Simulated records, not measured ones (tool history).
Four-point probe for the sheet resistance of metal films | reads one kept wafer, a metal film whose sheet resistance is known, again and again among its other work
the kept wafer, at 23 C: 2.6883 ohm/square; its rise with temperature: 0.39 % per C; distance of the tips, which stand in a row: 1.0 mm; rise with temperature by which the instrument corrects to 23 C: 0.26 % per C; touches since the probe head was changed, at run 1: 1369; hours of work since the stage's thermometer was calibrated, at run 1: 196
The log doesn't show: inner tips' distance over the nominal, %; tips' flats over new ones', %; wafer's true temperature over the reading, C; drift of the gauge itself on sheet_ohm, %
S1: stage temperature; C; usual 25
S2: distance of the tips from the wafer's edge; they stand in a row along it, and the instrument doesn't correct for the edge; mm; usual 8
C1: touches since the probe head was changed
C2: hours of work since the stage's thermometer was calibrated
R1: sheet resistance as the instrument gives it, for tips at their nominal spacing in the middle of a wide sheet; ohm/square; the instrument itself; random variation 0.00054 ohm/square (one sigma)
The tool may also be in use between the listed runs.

Run 1, hour 0.0: usual settings; C1 1369; C2 196. Result: R1 2.714505 ohm/square.
Run 2, hour 14.0: usual settings but S2 12 mm; C1 1583; C2 205. Result: R1 2.702898 ohm/square.
Run 3, hour 29.3: usual settings but S2 12 mm; C1 1818; C2 215. Result: R1 2.702551 ohm/square.
Run 4, hour 38.1: usual settings but S2 12 mm; C1 1953; C2 221. Result: R1 2.702605 ohm/square.
Run 5, hour 46.0: usual settings but S2 12 mm; C1 2075; C2 226. Result: R1 2.702287 ohm/square.
Run 6, hour 53.0: usual settings but S2 17 mm; C1 2183; C2 231. Result: R1 2.697760 ohm/square.
Run 7, hour 63.5: usual settings; C1 2343; C2 238. Result: R1 2.714848 ohm/square.
Run 8, hour 76.0: usual settings; C1 2536; C2 246. Result: R1 2.714180 ohm/square.
Run 9, hour 91.0: usual settings but S1 30 C; C1 2766; C2 256. Result: R1 2.732852 ohm/square.
Run 10, hour 106.2: usual settings but S1 30 C, S2 10 mm; C1 2999; C2 266. Result: R1 2.724696 ohm/square.
Run 11, hour 116.2: usual settings but S1 30 C, S2 10 mm; C1 3152; C2 272. Result: R1 2.723870 ohm/square.
Run 12, hour 131.7: usual settings but S1 30 C, S2 10 mm; C1 3390; C2 282. Result: R1 2.723530 ohm/square.
Run 13, hour 143.0: usual settings but S1 30 C, S2 10 mm; C1 3563; C2 290. Result: R1 2.724703 ohm/square.
Run 14, hour 155.5: usual settings but S1 30 C, S2 10 mm; C1 3755; C2 298. Result: R1 2.724364 ohm/square.
Run 15, hour 168.4: usual settings; C1 3953; C2 306. Result: R1 2.715007 ohm/square.
Run 16, hour 176.1: usual settings; C1 4071; C2 311. Result: R1 2.714978 ohm/square.
At hour 177.6: stage's thermometer calibrated.
Run 17, hour 186.8: usual settings; C1 4228; C2 6. Result: R1 2.714714 ohm/square.
Run 18, hour 197.6: usual settings; C1 4393; C2 13. Result: R1 2.714902 ohm/square.
Run 19, hour 211.1: usual settings; C1 4600; C2 22. Result: R1 2.715412 ohm/square.
Run 20, hour 221.2: usual settings but S1 27 C, S2 18 mm; C1 4756; C2 28. Result: R1 2.703626 ohm/square.
Run 21, hour 228.7: usual settings but S2 3 mm; C1 4871; C2 33. Result: R1 2.843693 ohm/square.
Run 22, hour 244.2: usual settings but S1 24 C; C1 5109; C2 44. Result: R1 2.710523 ohm/square.
Run 23, hour 255.9: usual settings but S1 24 C, S2 41 mm; C1 5288; C2 51. Result: R1 2.689678 ohm/square.
At hour 259.7: stage's thermometer calibrated, once more.
Run 24, hour 270.1: usual settings but S1 19 C, S2 34 mm; C1 5498; C2 7. Result: R1 2.673344 ohm/square.
Run 25, hour 280.9: usual settings but S1 24 C, S2 3 mm; C1 5664; C2 14. Result: R1 2.841119 ohm/square.
Run 26, hour 288.3: usual settings but S1 24 C, S2 3 mm; C1 5778; C2 19. Result: R1 2.841282 ohm/square.
Run 27, hour 303.8: usual settings but S2 35 mm; C1 6015; C2 29. Result: R1 2.694551 ohm/square.
Run 28, hour 317.5: usual settings but S1 32 C, S2 35 mm; C1 6226; C2 38. Result: R1 2.718816 ohm/square.
Run 29, hour 325.8: usual settings but S1 31 C, S2 43 mm; C1 6354; C2 43. Result: R1 2.715506 ohm/square.
Run 30, hour 338.6: usual settings but S1 31 C, S2 43 mm; C1 6550; C2 52. Result: R1 2.715042 ohm/square.
Run 31, hour 347.2: usual settings but S1 31 C, S2 43 mm; C1 6682; C2 57. Result: R1 2.714980 ohm/square.
Run 32, hour 354.6: usual settings but S1 33 C, S2 4 mm; C1 6795; C2 62. Result: R1 2.809080 ohm/square.
Run 33, hour 366.7: usual settings but S1 33 C, S2 4 mm; C1 6980; C2 70. Result: R1 2.808671 ohm/square.
Run 34, hour 373.4: usual settings but S1 35 C, S2 32 mm; C1 7084; C2 74. Result: R1 2.729406 ohm/square.
Run 35, hour 389.1: usual settings but S1 35 C, S2 32 mm; C1 7324; C2 85. Result: R1 2.728425 ohm/square.
Run 36, hour 399.4: usual settings but S1 21 C, S2 50 mm; C1 7483; C2 91. Result: R1 2.679343 ohm/square.
Run 37, hour 408.9: usual settings but S1 21 C, S2 50 mm; C1 7628; C2 98. Result: R1 2.680699 ohm/square.
Run 38, hour 417.1: usual settings but S1 21 C, S2 50 mm; C1 7755; C2 103. Result: R1 2.680336 ohm/square.

Measured less the same run without the tool's hidden state. The same run-to-run variation is in both; the gauge's scatter may not be:
run         R1
  1  -0.003098
  2  -0.003070
  3  -0.003053
  4  -0.003042
  5  -0.003034
  6  -0.003018
  7  -0.003024
  8  -0.003006
  9  -0.002999
 10  -0.002971
 11  -0.002958
 12  -0.002938
 13  -0.002925
 14  -0.002907
 15  -0.002894
 16  -0.002886
 17  -0.003441
 18  -0.003428
 19  -0.003414
 20  -0.003374
 21  -0.003542
 22  -0.003371
 23  -0.003332
 24  -0.001927
 25  -0.002024
 26  -0.002017
 27  -0.001905
 28  -0.001901
 29  -0.001891
 30  -0.001873
 31  -0.001865
 32  -0.001911
 33  -0.001897
 34  -0.001835
 35  -0.001814
 36  -0.001789
 37  -0.001775
 38  -0.001767

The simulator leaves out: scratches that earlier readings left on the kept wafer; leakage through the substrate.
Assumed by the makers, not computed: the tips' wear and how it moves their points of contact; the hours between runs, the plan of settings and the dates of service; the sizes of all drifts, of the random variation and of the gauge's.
